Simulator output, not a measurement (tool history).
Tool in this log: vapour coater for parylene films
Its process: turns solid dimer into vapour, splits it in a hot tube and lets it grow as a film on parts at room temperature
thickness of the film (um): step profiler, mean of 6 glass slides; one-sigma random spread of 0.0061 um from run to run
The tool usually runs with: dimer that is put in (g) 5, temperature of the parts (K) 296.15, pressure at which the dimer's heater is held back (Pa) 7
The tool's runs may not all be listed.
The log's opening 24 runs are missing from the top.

| run | hour | dimer that is put in (g) | temperature of the parts (K) | pressure at which the dimer's heater is held back (Pa) | hours of work since the trap's valve was overhauled | hours of work since the table's thermometer was calibrated | thickness of the film (um) |
|---|---|---|---|---|---|---|---|
| 25 | 954.2 | 5 | 296.15 | 4.71 | 213 | 1116 | 0.978 |
|  | 960.2 | table's thermometer calibrated |
| 26 | 1008.9 | 3 | 301.15 | 10.36 | 240 | 24 | 0.389 |
| 27 | 1035.9 | 5 | 288.15 | 2.41 | 253 | 38 | 1.394 |
| 28 | 1072.5 | 6 | 298.15 | 5.86 | 271 | 56 | 0.984 |
|  | 1111.9 | table's thermometer calibrated, once more |
| 29 | 1125.1 | 5 | 296.15 | 7 | 297 | 7 | 0.902 |
| 30 | 1178 | 5 | 296.15 | 7 | 324 | 33 | 0.91 |
| 31 | 1231.5 | 9 | 289.15 | 10.01 | 350 | 60 | 1.993 |
| 32 | 1275.4 | 2 | 292.15 | 10.01 | 372 | 82 | 0.385 |
| 33 | 1310.3 | 7 | 305.15 | 8.91 | 390 | 99 | 0.8 |
| 34 | 1358.3 | 7 | 307.15 | 8.91 | 414 | 123 | 0.729 |
|  | 1389.4 | trap's valve overhauled |
| 35 | 1416.9 | 5 | 307.15 | 5.7 | 14 | 150 | 0.63 |
| 36 | 1440.7 | 6 | 307.15 | 5.7 | 26 | 162 | 0.767 |
| 37 | 1468 | 2 | 304.15 | 7 | 39 | 176 | 0.256 |
| 38 | 1518.7 | 2 | 291.15 | 2.64 | 65 | 201 | 0.581 |
| 39 | 1562.3 | 5 | 305.15 | 2.78 | 86 | 223 | 0.798 |
| 40 | 1605.5 | 3 | 291.15 | 7 | 108 | 245 | 0.701 |
| 41 | 1637.3 | 2 | 289.15 | 6.74 | 124 | 261 | 0.522 |
| 42 | 1680.1 | 8 | 293.15 | 3.37 | 145 | 282 | 1.987 |
| 43 | 1703.2 | 8 | 293.15 | 3.37 | 157 | 294 | 1.98 |
| 44 | 1754.4 | 3 | 293.15 | 6.78 | 182 | 319 | 0.634 |
| 45 | 1787.7 | 3 | 302.15 | 3.16 | 199 | 336 | 0.505 |
| 46 | 1821.1 | 3 | 302.15 | 4.51 | 216 | 353 | 0.463 |

Forecast each of these 5 alternatives for the next run:
| A | 1847.6 | 3 | 307.15 | 4.71 | 229 | 366 | ? |
| B | 1847.6 | 4 | 302.15 | 4.51 | 229 | 366 | ? |
| C | 1847.6 | 5 | 296.15 | 7.01 | 229 | 366 | ? |
| D | 1847.6 | 6 | 296.15 | 2.14 | 229 | 366 | ? |
| E | 1847.6 | 4 | 302.15 | 4.51 | 229 | 366 | ? |

| run | thickness of the film (um) |
|---|---|
| A | 0.38 |
| B | 0.614 |
| C | 0.908 |
| D | 1.415 |
| E | 0.62 |
What these runs would have given with no unlogged condition in the tool:
| run | thickness of the film (um) |
|---|---|
| A | 0.41 |
| B | 0.664 |
| C | 0.982 |
| D | 1.53 |
| E | 0.67 |
